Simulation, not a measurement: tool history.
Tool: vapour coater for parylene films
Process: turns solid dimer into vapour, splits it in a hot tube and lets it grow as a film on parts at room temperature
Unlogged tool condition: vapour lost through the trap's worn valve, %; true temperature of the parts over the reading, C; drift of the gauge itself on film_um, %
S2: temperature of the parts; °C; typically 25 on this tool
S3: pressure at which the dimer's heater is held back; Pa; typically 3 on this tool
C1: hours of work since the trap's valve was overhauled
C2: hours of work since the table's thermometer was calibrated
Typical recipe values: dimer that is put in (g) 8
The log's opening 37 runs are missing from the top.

Run 38, hour 1849.6: usual settings but dimer that is put in (g) 3, S2 19 °C, S3 3.71 Pa; C1 209; C2 1693. Result: thickness of the film (µm) 2.48.
Run 39, hour 1890: usual settings but dimer that is put in (g) 3, S2 19 °C, S3 3.71 Pa; C1 240; C2 1724. Result: thickness of the film (µm) 2.5.
At hour 1951.4: table's thermometer calibrated.
Run 40, hour 1955.8: usual settings but dimer that is put in (g) 3, S2 19 °C, S3 3.4 Pa; C1 289; C2 3. Result: thickness of the film (µm) 2.48.
Run 41, hour 1993.8: usual settings but dimer that is put in (g) 3, S2 19 °C, S3 3.4 Pa; C1 318; C2 32. Result: thickness of the film (µm) 2.5.
Run 42, hour 2035.2: usual settings but dimer that is put in (g) 3, S2 19 °C, S3 3.4 Pa; C1 349; C2 64. Result: thickness of the film (µm) 2.49.
Run 43, hour 2078.1: usual settings but dimer that is put in (g) 6, S2 35 °C, S3 2.5 Pa; C1 382; C2 96. Result: thickness of the film (µm) 2.47.
Run 44, hour 2125.1: usual settings but dimer that is put in (g) 6, S2 35 °C, S3 2.5 Pa; C1 417; C2 132. Result: thickness of the film (µm) 2.45.
Run 45, hour 2190.9: usual settings but dimer that is put in (g) 5, S2 18 °C, S3 6.62 Pa; C1 467; C2 182. Result: thickness of the film (µm) 4.12.
Run 46, hour 2254.4: usual settings but dimer that is put in (g) 11, S2 30 °C, S3 2.07 Pa; C1 515; C2 230. Result: thickness of the film (µm) 5.69.

Branching from run 46: 4 alternative next runs. What would each branch give?
Run A, hour 2322.7: usual settings but dimer that is put in (g) 7, S3 5.07 Pa; C1 567; C2 281. Result: thickness of the film (µm) ?.
Run B, hour 2322.7: usual settings but dimer that is put in (g) 11, S2 30 °C, S3 4.01 Pa; C1 567; C2 281. Result: thickness of the film (µm) ?.
Run C, hour 2322.7: usual settings but dimer that is put in (g) 5; C1 567; C2 281. Result: thickness of the film (µm) ?.
Run D, hour 2322.7: usual settings but S2 35 °C; C1 567; C2 281. Result: thickness of the film (µm) ?.

run  thickness of the film (µm)
  A                        4.33
  B                        5.45
  C                        3.17
  D                        3.25
What these runs would have given with no unlogged condition in the tool:
run  thickness of the film (µm)
  A                        4.34
  B                        5.46
  C                        3.18
  D                        3.25
